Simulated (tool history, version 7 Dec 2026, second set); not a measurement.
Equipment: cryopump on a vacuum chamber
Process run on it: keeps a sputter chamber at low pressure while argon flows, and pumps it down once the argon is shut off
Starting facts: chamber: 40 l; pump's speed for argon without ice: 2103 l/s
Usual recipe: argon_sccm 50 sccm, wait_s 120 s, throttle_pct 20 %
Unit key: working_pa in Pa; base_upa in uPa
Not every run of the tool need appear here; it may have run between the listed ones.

run      day  argon_sccm  wait_s  throttle_pct  working_pa  base_upa
  1        0          50     120            20      0.2052      0.99
  2    3.517          50     120            20      0.2031      1.13
  3    6.662          50     120            20       0.205      1.12
  4    9.812          93     120            20      0.3839      1.21
  5   13.038          93     120            20       0.384      1.35
  6   17.542          93     120            20      0.3808       1.4
  7   21.033          68     120            20      0.2811      1.45
  8   24.288          68     120            20      0.2809      1.55
  9   26.462          42     120            20       0.176      1.63
 10   29.979          50     120            20      0.2085      1.73
 11   33.379          50     120            20      0.2081      1.76
 12   37.412          50     120            20      0.2096      1.89
 13   39.429          50     120            20      0.2105      1.94
 14   43.688          50     120            20      0.2099      2.09
 15   45.958          50     120            20      0.2121      2.07
      49.229  -- leaking fittings of the chamber tightened, without venting
 16   49.346          50     120            20      0.2125      0.41
 17   51.583          38     120            20      0.1617      0.49
 18   56.225          57      29            41      0.1263      1.32
 19   58.321          57      29            41      0.1261      1.34
 20   61.454          57      29            41      0.1271      1.46
 21   65.767          28      70            28      0.0881      0.92
      68.004  -- pump warmed up, emptied and cooled again
 22     70.1          76      20            40      0.1557      1.97
 23   74.475          44     167            40      0.0902      0.78
 24   79.167          22      71            40       0.046      1.04
 25    82.45          31      31            18      0.1405       1.7
 26   84.967          45     144            49       0.077      0.97
 27   89.742          45     144            49      0.0782      1.07
 28   92.538          21      57            49      0.0363      1.47
 29   95.492          42      29            20      0.1731      1.98
 30   99.638          24      39            15      0.1315      1.84
 31  103.867          20     267            15      0.1098      1.31
 32  108.742          24      44            25      0.0811      1.98
 33  111.129          50     120            26      0.1636      1.58

Here are 4 independent what-if runs from the current tool condition. What would each one return?
  A  115.525          48      69            24           ?         ?
  B  115.525          51     142            18           ?         ?
  C  115.525          33     120            20           ?         ?
  D  115.525          65     120            26           ?         ?

run  working_pa  base_upa
  A      0.1693       1.9
  B       0.238      1.66
  C      0.1389      1.66
  D      0.2143      1.68
With the hidden condition removed and each run's random variation left untouched, the same runs would have given:
run  working_pa  base_upa
  A      0.1603      0.57
  B      0.2285      0.36
  C      0.1328      0.35
  D       0.202      0.38
